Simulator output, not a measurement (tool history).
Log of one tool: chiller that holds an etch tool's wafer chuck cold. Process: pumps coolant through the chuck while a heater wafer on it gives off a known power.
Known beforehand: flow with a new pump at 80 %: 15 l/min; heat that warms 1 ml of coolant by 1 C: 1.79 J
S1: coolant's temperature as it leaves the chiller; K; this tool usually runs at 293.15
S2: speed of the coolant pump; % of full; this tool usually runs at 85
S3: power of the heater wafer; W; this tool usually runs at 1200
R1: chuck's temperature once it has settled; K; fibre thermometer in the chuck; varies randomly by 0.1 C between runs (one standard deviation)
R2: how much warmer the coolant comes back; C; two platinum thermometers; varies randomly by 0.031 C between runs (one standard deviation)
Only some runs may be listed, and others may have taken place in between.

{"run": 1, "hour": 0.0, "S1": 293.15, "S2": 85, "S3": 1200, "R1": 300.45, "R2": 2.52}
{"run": 2, "hour": 99.8, "S1": 293.15, "S2": 85, "S3": 1200, "R1": 300.55, "R2": 2.58}
{"run": 3, "hour": 202.3, "S1": 289.15, "S2": 85, "S3": 1200, "R1": 296.45, "R2": 2.52}
{"run": 4, "hour": 328.4, "S1": 289.15, "S2": 85, "S3": 1200, "R1": 296.45, "R2": 2.56}
{"run": 5, "hour": 440.5, "S1": 289.15, "S2": 85, "S3": 1200, "R1": 296.55, "R2": 2.56}
{"hour": 465.1, "done": "chiller's thermometer calibrated"}
{"run": 6, "hour": 507.0, "S1": 293.15, "S2": 85, "S3": 1200, "R1": 300.55, "R2": 2.53}
{"run": 7, "hour": 628.4, "S1": 293.15, "S2": 85, "S3": 1200, "R1": 300.35, "R2": 2.55}
{"run": 8, "hour": 747.6, "S1": 293.15, "S2": 85, "S3": 1200, "R1": 300.55, "R2": 2.56}
{"run": 9, "hour": 867.9, "S1": 293.15, "S2": 85, "S3": 1200, "R1": 300.35, "R2": 2.58}
{"run": 10, "hour": 949.0, "S1": 295.15, "S2": 78, "S3": 1284, "R1": 303.65, "R2": 2.91}
{"run": 11, "hour": 1081.2, "S1": 295.15, "S2": 78, "S3": 1284, "R1": 303.55, "R2": 2.96}
{"run": 12, "hour": 1197.0, "S1": 291.15, "S2": 78, "S3": 1130, "R1": 298.55, "R2": 2.6}
{"run": 13, "hour": 1297.9, "S1": 297.15, "S2": 78, "S3": 1130, "R1": 304.65, "R2": 2.65}
{"run": 14, "hour": 1403.4, "S1": 297.15, "S2": 78, "S3": 1130, "R1": 304.55, "R2": 2.58}
{"run": 15, "hour": 1480.0, "S1": 300.15, "S2": 85, "S3": 1424, "R1": 308.95, "R2": 3.01}
{"run": 16, "hour": 1611.6, "S1": 293.15, "S2": 75, "S3": 1078, "R1": 300.45, "R2": 2.61}
{"run": 17, "hour": 1671.8, "S1": 290.15, "S2": 93, "S3": 974, "R1": 295.65, "R2": 1.88}
{"run": 18, "hour": 1772.8, "S1": 294.15, "S2": 79, "S3": 1726, "R1": 305.15, "R2": 3.85}

Below are 3 alternative next runs, each starting from the tool's condition after run 18. Predict each:
{"run": "A", "hour": 1879.9, "S1": 293.15, "S2": 87, "S3": 1200, "R1": "?", "R2": "?"}
{"run": "B", "hour": 1879.9, "S1": 288.15, "S2": 67, "S3": 1726, "R1": "?", "R2": "?"}
{"run": "C", "hour": 1879.9, "S1": 302.15, "S2": 85, "S3": 1200, "R1": "?", "R2": "?"}

run=A R1=300.35 R2=2.45
run=B R1=300.65 R2=4.64
run=C R1=309.65 R2=2.53
Take away the tool's hidden state, keep each run's random variation, and the runs would have read:
run=A R1=300.35 R2=2.45
run=B R1=300.55 R2=4.64
run=C R1=309.55 R2=2.53
